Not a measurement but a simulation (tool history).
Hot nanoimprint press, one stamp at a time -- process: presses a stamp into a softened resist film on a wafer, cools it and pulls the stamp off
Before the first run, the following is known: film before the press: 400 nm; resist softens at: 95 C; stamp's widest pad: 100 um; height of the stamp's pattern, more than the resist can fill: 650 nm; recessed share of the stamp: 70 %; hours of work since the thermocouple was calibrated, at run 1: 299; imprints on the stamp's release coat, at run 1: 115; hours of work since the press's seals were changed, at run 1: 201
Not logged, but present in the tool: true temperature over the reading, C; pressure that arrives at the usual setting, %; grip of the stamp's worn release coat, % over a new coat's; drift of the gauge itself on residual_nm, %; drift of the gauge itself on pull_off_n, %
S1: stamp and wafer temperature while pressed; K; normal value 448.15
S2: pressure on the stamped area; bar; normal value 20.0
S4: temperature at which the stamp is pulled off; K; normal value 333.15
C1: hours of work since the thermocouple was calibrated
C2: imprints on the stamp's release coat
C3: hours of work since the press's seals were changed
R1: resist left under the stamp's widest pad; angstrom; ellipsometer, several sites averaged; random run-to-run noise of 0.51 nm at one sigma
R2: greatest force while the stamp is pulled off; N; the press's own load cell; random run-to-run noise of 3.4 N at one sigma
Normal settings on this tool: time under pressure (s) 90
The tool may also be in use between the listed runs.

Run 1, hour 0.0: usual settings; C1 299; C2 115; C3 201. Result: R1 1372 angstrom, R2 198 N.
Run 2, hour 8.2: usual settings but S2 24.8 bar; C1 305; C2 137; C3 207. Result: R1 1198 angstrom, R2 200 N.
Run 3, hour 12.4: usual settings but S4 329.15 K; C1 308; C2 149; C3 210. Result: R1 1355 angstrom, R2 218 N.
Run 4, hour 19.2: usual settings but S4 329.15 K; C1 313; C2 168; C3 215. Result: R1 1368 angstrom, R2 218 N.
Run 5, hour 26.5: usual settings; C1 319; C2 188; C3 220. Result: R1 1353 angstrom, R2 196 N.
Run 6, hour 34.3: usual settings; C1 325; C2 210; C3 226. Result: R1 1361 angstrom, R2 207 N.
Run 7, hour 38.2: usual settings; C1 328; C2 221; C3 229. Result: R1 1361 angstrom, R2 202 N.
Run 8, hour 45.8: usual settings; C1 333; C2 242; C3 235. Result: R1 1358 angstrom, R2 205 N.
Run 9, hour 52.8: usual settings; C1 339; C2 261; C3 240. Result: R1 1356 angstrom, R2 200 N.
Run 10, hour 61.5: usual settings; C1 345; C2 286; C3 247. Result: R1 1353 angstrom, R2 205 N.
Run 11, hour 68.7: usual settings but S4 323.15 K; C1 350; C2 305; C3 252. Result: R1 1353 angstrom, R2 231 N.
Run 12, hour 76.4: usual settings but S4 322.15 K; C1 356; C2 327; C3 258. Result: R1 1368 angstrom, R2 241 N.
Run 13, hour 80.1: usual settings but time under pressure (s) 68; C1 359; C2 337; C3 260. Result: R1 1488 angstrom, R2 207 N.
At hour 83.8: plate thermocouple calibrated.
Run 14, hour 87.0: usual settings but time under pressure (s) 68; C1 2; C2 348; C3 263. Result: R1 1452 angstrom, R2 208 N.
Run 15, hour 92.9: usual settings but time under pressure (s) 68; C1 7; C2 364; C3 268. Result: R1 1448 angstrom, R2 214 N.
Run 16, hour 98.7: usual settings but time under pressure (s) 68; C1 11; C2 380; C3 272. Result: R1 1441 angstrom, R2 207 N.
Run 17, hour 107.6: usual settings but S2 15.8 bar, time under pressure (s) 88; C1 18; C2 405; C3 279. Result: R1 1514 angstrom, R2 212 N.
Run 18, hour 112.0: usual settings but S2 23.6 bar; C1 21; C2 417; C3 282. Result: R1 1190 angstrom, R2 208 N.
At hour 120.8: plate thermocouple calibrated, once more.
Run 19, hour 123.0: usual settings but S1 457.15 K, S2 29.6 bar, S4 325.15 K; C1 2; C2 440; C3 288. Result: R1 835 angstrom, R2 237 N.

For run 20, what comes out?
Run 20, hour 127.0: usual settings but S1 457.15 K, S2 29.6 bar, time under pressure (s) 81, S4 325.15 K; C1 5; C2 451; C3 291. Result: R1 ?, R2 ?.

Run 20 gave R1 872 angstrom, R2 241 N.
If the tool had no hidden condition, the same run with the same run-to-run variation would have returned R1 860 angstrom, R2 219 N.
